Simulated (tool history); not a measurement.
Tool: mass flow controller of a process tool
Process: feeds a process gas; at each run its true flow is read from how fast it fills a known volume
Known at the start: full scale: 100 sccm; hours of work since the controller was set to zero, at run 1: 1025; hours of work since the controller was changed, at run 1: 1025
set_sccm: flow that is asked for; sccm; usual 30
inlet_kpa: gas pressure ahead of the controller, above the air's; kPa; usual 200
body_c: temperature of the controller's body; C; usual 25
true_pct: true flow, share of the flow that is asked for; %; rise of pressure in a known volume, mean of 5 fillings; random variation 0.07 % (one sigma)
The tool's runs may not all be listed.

run	hour	set_sccm	inlet_kpa	body_c	hours of work since the controller was set to zero	hours of work since the controller was changed	true_pct
1	0.0	30	200	25	1025	1025	97.12
2	123.0	30	200	25	1073	1073	97.01
3	239.7	78	200	25	1118	1118	98.93
4	376.6	78	200	25	1171	1171	99.00
5	495.0	42	200	25	1217	1217	97.60
6	583.2	30	200	25	1251	1251	96.83
7	670.5	30	200	25	1284	1284	96.90
8	780.3	30	200	25	1327	1327	96.91
9	915.8	30	200	25	1379	1379	96.95
10	1063.0	22	200	25	1436	1436	96.33
11	1197.4	22	200	25	1488	1488	96.25
12	1319.7	19	267	33	1536	1536	95.24
13	1403.4	19	267	33	1568	1568	95.15
14	1487.7	19	144	33	1601	1601	96.10
15	1607.1	54	198	20	1647	1647	97.94
16	1671.3	22	200	25	1672	1672	96.03
17	1799.7	68	266	28	1722	1722	97.94
18	1918.8	44	266	27	1768	1768	96.83
19	1995.4	30	200	28	1797	1797	96.47
20	2137.3	30	200	28	1852	1852	96.46
21	2257.9	71	200	33	1899	1899	98.23

Hidden state or all else? Some run-to-run changes of true_pct, split into what the settings, what came in and random variation would give without the hidden state, and what is left for the hidden state (with any gauge scatter that isn't in both results):
The hidden state here: flow at rest that the sensor doesn't see, % of full scale; true flow over the shown one, %; drift of the gauge itself on true_pct, %.
Run 2 -> 3: set_sccm 30 -> 78. true_pct +1.92 %: hidden state +0.29, all else +1.63.
Run 14 -> 15: set_sccm 19 -> 54, inlet_kpa 144 -> 198, body_c 33 -> 20. true_pct +1.84 %: hidden state +0.77, all else +1.07.
Run 15 -> 16: set_sccm 54 -> 22, inlet_kpa 198 -> 200, body_c 20 -> 25. true_pct -1.91 %: hidden state -0.67, all else -1.24.
Run 16 -> 17: set_sccm 22 -> 68, inlet_kpa 200 -> 266, body_c 25 -> 28. true_pct +1.91 %: hidden state +0.71, all else +1.20.

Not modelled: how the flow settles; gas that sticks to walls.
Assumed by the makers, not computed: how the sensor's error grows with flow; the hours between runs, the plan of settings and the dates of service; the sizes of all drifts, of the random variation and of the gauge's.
